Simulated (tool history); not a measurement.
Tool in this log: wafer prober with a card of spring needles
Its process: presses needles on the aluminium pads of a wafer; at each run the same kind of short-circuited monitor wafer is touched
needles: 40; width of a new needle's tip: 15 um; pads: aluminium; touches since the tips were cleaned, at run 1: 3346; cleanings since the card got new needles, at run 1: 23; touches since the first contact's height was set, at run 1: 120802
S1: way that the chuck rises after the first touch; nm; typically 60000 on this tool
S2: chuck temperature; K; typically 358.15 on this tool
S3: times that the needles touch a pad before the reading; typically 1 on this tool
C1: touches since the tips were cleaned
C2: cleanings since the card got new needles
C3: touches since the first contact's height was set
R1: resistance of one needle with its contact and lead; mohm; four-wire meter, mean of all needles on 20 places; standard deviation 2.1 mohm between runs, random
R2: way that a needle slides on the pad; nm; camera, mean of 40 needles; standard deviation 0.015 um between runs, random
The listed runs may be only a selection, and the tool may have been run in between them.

Run 1, hour 0.0: usual settings; C1 3346; C2 23; C3 120802. Result: R1 234 mohm, R2 7300 nm.
At hour 3.5: tips cleaned on abrasive film.
Run 2, hour 11.5: usual settings; C1 2331; C2 24; C3 124111. Result: R1 233 mohm, R2 7340 nm.
At hour 18.5: tips cleaned on abrasive film.
Run 3, hour 18.5: usual settings; C1 0; C2 25; C3 126127. Result: R1 236 mohm, R2 7290 nm.
Run 4, hour 32.7: usual settings; C1 4119; C2 25; C3 130246. Result: R1 231 mohm, R2 7300 nm.
At hour 33.7: tips cleaned on abrasive film.
Run 5, hour 43.5: usual settings; C1 2837; C2 26; C3 133343. Result: R1 234 mohm, R2 7320 nm.
At hour 49.1: tips cleaned on abrasive film.
Run 6, hour 57.2: usual settings; C1 2345; C2 27; C3 137290. Result: R1 236 mohm, R2 7300 nm.
At hour 64.4: tips cleaned on abrasive film.
Run 7, hour 72.2: usual settings; C1 2266; C2 28; C3 141618. Result: R1 235 mohm, R2 7280 nm.
At hour 80.6: tips cleaned on abrasive film.
Run 8, hour 86.1: usual settings; C1 1596; C2 29; C3 145625. Result: R1 237 mohm, R2 7320 nm.
At hour 90.0: height of the first contact set anew.
At hour 96.8: tips cleaned on abrasive film.
Run 9, hour 99.4: usual settings but S2 365.15 K; C1 756; C2 30; C3 2700. Result: R1 236 mohm, R2 7290 nm.
Run 10, hour 108.0: usual settings but S2 365.15 K; C1 3229; C2 30; C3 5173. Result: R1 237 mohm, R2 7300 nm.
At hour 113.2: tips cleaned on abrasive film.
Run 11, hour 122.0: usual settings but S2 365.15 K; C1 2570; C2 31; C3 9229. Result: R1 236 mohm, R2 7320 nm.
At hour 128.4: tips cleaned on abrasive film.
Run 12, hour 132.6: usual settings but S1 64000 nm; C1 1205; C2 32; C3 12261. Result: R1 228 mohm, R2 7770 nm.
Run 13, hour 139.5: usual settings but S1 62000 nm, S3 2; C1 3215; C2 32; C3 14271. Result: R1 232 mohm, R2 7560 nm.
At hour 143.8: tips cleaned on abrasive film.
Run 14, hour 146.1: usual settings but S1 75000 nm, S2 366.15 K, S3 2; C1 692; C2 33; C3 16176. Result: R1 235 mohm, R2 9140 nm.
Run 15, hour 152.9: usual settings but S1 49000 nm, S2 300.15 K, S3 3; C1 2654; C2 33; C3 18138. Result: R1 228 mohm, R2 5960 nm.
At hour 159.6: tips cleaned on abrasive film.
Run 16, hour 161.7: usual settings but S1 49000 nm, S2 300.15 K, S3 3; C1 613; C2 34; C3 20680. Result: R1 222 mohm, R2 5960 nm.

3 ways to go on from here, each from the tool as it stands after run 16. What would each give?
Run A, hour 172.0: usual settings but S2 390.15 K; C1 3589; C2 34; C3 23656. Result: R1 ?, R2 ?.
Run B, hour 172.0: usual settings but S2 350.15 K, S3 2; C1 3589; C2 34; C3 23656. Result: R1 ?, R2 ?.
Run C, hour 172.0: usual settings but S2 354.15 K; C1 3589; C2 34; C3 23656. Result: R1 ?, R2 ?.

run   R1    R2
  A  246  7310
  B  234  7300
  C  231  7280
The same runs, with their run-to-run variation unchanged, on a tool lacking any hidden condition would have given:
run   R1    R2
  A  246  7310
  B  234  7300
  C  231  7280

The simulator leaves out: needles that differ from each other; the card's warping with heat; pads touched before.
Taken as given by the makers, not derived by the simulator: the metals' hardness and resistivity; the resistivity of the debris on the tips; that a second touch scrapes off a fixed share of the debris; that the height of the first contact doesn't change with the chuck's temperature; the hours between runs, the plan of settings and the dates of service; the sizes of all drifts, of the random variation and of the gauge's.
